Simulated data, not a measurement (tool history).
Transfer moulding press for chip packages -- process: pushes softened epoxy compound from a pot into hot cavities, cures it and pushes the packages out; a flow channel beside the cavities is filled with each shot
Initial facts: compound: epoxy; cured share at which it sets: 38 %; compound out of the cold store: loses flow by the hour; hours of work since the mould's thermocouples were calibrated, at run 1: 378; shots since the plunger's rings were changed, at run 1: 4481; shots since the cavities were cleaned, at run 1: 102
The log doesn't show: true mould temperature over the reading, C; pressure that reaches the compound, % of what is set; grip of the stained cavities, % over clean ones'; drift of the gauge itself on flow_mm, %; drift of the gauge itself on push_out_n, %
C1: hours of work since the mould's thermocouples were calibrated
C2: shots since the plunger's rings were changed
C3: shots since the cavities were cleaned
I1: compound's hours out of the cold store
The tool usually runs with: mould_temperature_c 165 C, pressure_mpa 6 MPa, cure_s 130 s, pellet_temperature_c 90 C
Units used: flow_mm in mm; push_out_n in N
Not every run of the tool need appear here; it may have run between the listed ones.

{"run": 1, "day": 0.0, "mould_temperature_c": 165, "pressure_mpa": 6, "cure_s": 130, "pellet_temperature_c": 90, "C1": 378, "C2": 4481, "C3": 102, "I1": 47.6, "flow_mm": 660, "push_out_n": 259}
{"day": 1.521, "done": "cavities cleaned with cleaning compound and waxed"}
{"run": 2, "day": 2.138, "mould_temperature_c": 157, "pressure_mpa": 6, "cure_s": 130, "pellet_temperature_c": 90, "C1": 413, "C2": 4986, "C3": 150, "I1": 47.6, "flow_mm": 712, "push_out_n": 451}
{"day": 2.783, "done": "plunger's sealing rings changed"}
{"day": 3.646, "done": "cavities cleaned with cleaning compound and waxed"}
{"day": 5.788, "done": "cavities cleaned with cleaning compound and waxed"}
{"run": 3, "day": 5.933, "mould_temperature_c": 157, "pressure_mpa": 6, "cure_s": 130, "pellet_temperature_c": 90, "C1": 472, "C2": 736, "C3": 35, "I1": 25.2, "flow_mm": 774, "push_out_n": 483}
{"day": 7.95, "done": "cavities cleaned with cleaning compound and waxed"}
{"day": 10.112, "done": "cavities cleaned with cleaning compound and waxed"}
{"run": 4, "day": 10.133, "mould_temperature_c": 157, "pressure_mpa": 6, "cure_s": 130, "pellet_temperature_c": 90, "C1": 539, "C2": 1728, "C3": 4, "I1": 16.5, "flow_mm": 798, "push_out_n": 496}
{"day": 12.071, "done": "cavities cleaned with cleaning compound and waxed"}
{"run": 5, "day": 13.162, "mould_temperature_c": 157, "pressure_mpa": 6, "cure_s": 130, "pellet_temperature_c": 90, "C1": 588, "C2": 2450, "C3": 265, "I1": 20.9, "flow_mm": 789, "push_out_n": 489}
{"day": 14.129, "done": "cavities cleaned with cleaning compound and waxed"}
{"run": 6, "day": 15.196, "mould_temperature_c": 157, "pressure_mpa": 6, "cure_s": 130, "pellet_temperature_c": 90, "C1": 620, "C2": 2930, "C3": 260, "I1": 22.4, "flow_mm": 784, "push_out_n": 483}
{"day": 16.167, "done": "cavities cleaned with cleaning compound and waxed"}
{"day": 18.204, "done": "cavities cleaned with cleaning compound and waxed"}
{"day": 18.85, "done": "mould's thermocouples calibrated"}
{"run": 7, "day": 18.942, "mould_temperature_c": 157, "pressure_mpa": 6, "cure_s": 130, "pellet_temperature_c": 97, "C1": 2, "C2": 3792, "C3": 160, "I1": 30.1, "flow_mm": 756, "push_out_n": 465}
{"day": 20.262, "done": "cavities cleaned with cleaning compound and waxed"}
{"day": 22.154, "done": "cavities cleaned with cleaning compound and waxed"}
{"run": 8, "day": 22.854, "mould_temperature_c": 165, "pressure_mpa": 6, "cure_s": 130, "pellet_temperature_c": 89, "C1": 64, "C2": 4713, "C3": 170, "I1": 44.4, "flow_mm": 676, "push_out_n": 266}
{"day": 24.025, "done": "cavities cleaned with cleaning compound and waxed"}
{"day": 24.742, "done": "plunger's sealing rings changed"}
{"day": 26.058, "done": "cavities cleaned with cleaning compound and waxed"}
{"run": 9, "day": 26.971, "mould_temperature_c": 165, "pressure_mpa": 6, "cure_s": 130, "pellet_temperature_c": 89, "C1": 128, "C2": 528, "C3": 223, "I1": 43.7, "flow_mm": 677, "push_out_n": 258}
{"day": 28.154, "done": "cavities cleaned with cleaning compound and waxed"}
{"run": 10, "day": 28.988, "mould_temperature_c": 165, "pressure_mpa": 6, "cure_s": 130, "pellet_temperature_c": 90, "C1": 161, "C2": 1003, "C3": 202, "I1": 21.5, "flow_mm": 730, "push_out_n": 275}
{"day": 30.075, "done": "cavities cleaned with cleaning compound and waxed"}
{"run": 11, "day": 30.962, "mould_temperature_c": 165, "pressure_mpa": 6, "cure_s": 130, "pellet_temperature_c": 90, "C1": 192, "C2": 1469, "C3": 216, "I1": 11.2, "flow_mm": 767, "push_out_n": 268}
{"day": 32.129, "done": "cavities cleaned with cleaning compound and waxed"}
{"run": 12, "day": 32.892, "mould_temperature_c": 165, "pressure_mpa": 6, "cure_s": 130, "pellet_temperature_c": 98, "C1": 223, "C2": 1923, "C3": 185, "I1": 10.3, "flow_mm": 768, "push_out_n": 263}
{"day": 34.15, "done": "cavities cleaned with cleaning compound and waxed"}
{"run": 13, "day": 34.829, "mould_temperature_c": 165, "pressure_mpa": 6, "cure_s": 130, "pellet_temperature_c": 98, "C1": 254, "C2": 2379, "C3": 164, "I1": 45.4, "flow_mm": 666, "push_out_n": 252}
{"day": 36.142, "done": "cavities cleaned with cleaning compound and waxed"}
{"run": 14, "day": 37.688, "mould_temperature_c": 165, "pressure_mpa": 6, "cure_s": 130, "pellet_temperature_c": 98, "C1": 300, "C2": 3060, "C3": 376, "I1": 40.4, "flow_mm": 682, "push_out_n": 257}
{"day": 38.342, "done": "cavities cleaned with cleaning compound and waxed"}
{"day": 40.279, "done": "cavities cleaned with cleaning compound and waxed"}
{"run": 15, "day": 40.512, "mould_temperature_c": 165, "pressure_mpa": 6, "cure_s": 117, "pellet_temperature_c": 90, "C1": 345, "C2": 3718, "C3": 58, "I1": 9.6, "flow_mm": 774, "push_out_n": 333}
{"day": 42.333, "done": "cavities cleaned with cleaning compound and waxed"}
{"run": 16, "day": 42.5, "mould_temperature_c": 165, "pressure_mpa": 5.7, "cure_s": 130, "pellet_temperature_c": 90, "C1": 377, "C2": 4186, "C3": 41, "I1": 22.6, "flow_mm": 713, "push_out_n": 280}
{"day": 44.388, "done": "cavities cleaned with cleaning compound and waxed"}
{"run": 17, "day": 45.192, "mould_temperature_c": 167, "pressure_mpa": 5.16, "cure_s": 130, "pellet_temperature_c": 90, "C1": 420, "C2": 4826, "C3": 196, "I1": 38.7, "flow_mm": 627, "push_out_n": 249}
{"day": 46.617, "done": "plunger's sealing rings changed"}
{"day": 46.679, "done": "cavities cleaned with cleaning compound and waxed"}
{"day": 48.721, "done": "cavities cleaned with cleaning compound and waxed"}
{"run": 18, "day": 48.733, "mould_temperature_c": 169, "pressure_mpa": 7.24, "cure_s": 169, "pellet_temperature_c": 81, "C1": 475, "C2": 485, "C3": 3, "I1": 8.7, "flow_mm": 831, "push_out_n": 216}
{"day": 50.808, "done": "cavities cleaned with cleaning compound and waxed"}
{"run": 19, "day": 52.362, "mould_temperature_c": 165, "pressure_mpa": 7.17, "cure_s": 131, "pellet_temperature_c": 90, "C1": 534, "C2": 1354, "C3": 379, "I1": 13.9, "flow_mm": 824, "push_out_n": 268}
{"day": 52.812, "done": "cavities cleaned with cleaning compound and waxed"}
{"day": 54.675, "done": "cavities cleaned with cleaning compound and waxed"}
{"run": 20, "day": 56.454, "mould_temperature_c": 165, "pressure_mpa": 7.17, "cure_s": 131, "pellet_temperature_c": 90, "C1": 599, "C2": 2319, "C3": 433, "I1": 47.8, "flow_mm": 726, "push_out_n": 265}
{"day": 56.746, "done": "cavities cleaned with cleaning compound and waxed"}
{"day": 58.708, "done": "cavities cleaned with cleaning compound and waxed"}
{"run": 21, "day": 59.946, "mould_temperature_c": 165, "pressure_mpa": 7.17, "cure_s": 138, "pellet_temperature_c": 90, "C1": 655, "C2": 3138, "C3": 301, "I1": 33.1, "flow_mm": 767, "push_out_n": 257}
{"day": 60.8, "done": "cavities cleaned with cleaning compound and waxed"}
{"day": 61.354, "done": "mould's thermocouples calibrated"}
{"day": 62.821, "done": "cavities cleaned with cleaning compound and waxed"}
{"run": 22, "day": 63.917, "mould_temperature_c": 165, "pressure_mpa": 7.12, "cure_s": 138, "pellet_temperature_c": 90, "C1": 41, "C2": 4054, "C3": 267, "I1": 39.8, "flow_mm": 744, "push_out_n": 249}

Run 23 has not been measured yet. What should we expect?
{"day": 64.812, "done": "cavities cleaned with cleaning compound and waxed"}
{"day": 66.988, "done": "cavities cleaned with cleaning compound and waxed"}
{"run": 23, "day": 67.692, "mould_temperature_c": 165, "pressure_mpa": 5.8, "cure_s": 156, "pellet_temperature_c": 90, "C1": 102, "C2": 4943, "C3": 172, "I1": 20.3, "flow_mm": "?", "push_out_n": "?"}

Run 23 came out at flow_mm 725 mm, push_out_n 228 N.
Minus the tool's unlogged condition, the same run would have read flow_mm 726 mm, push_out_n 226 N.
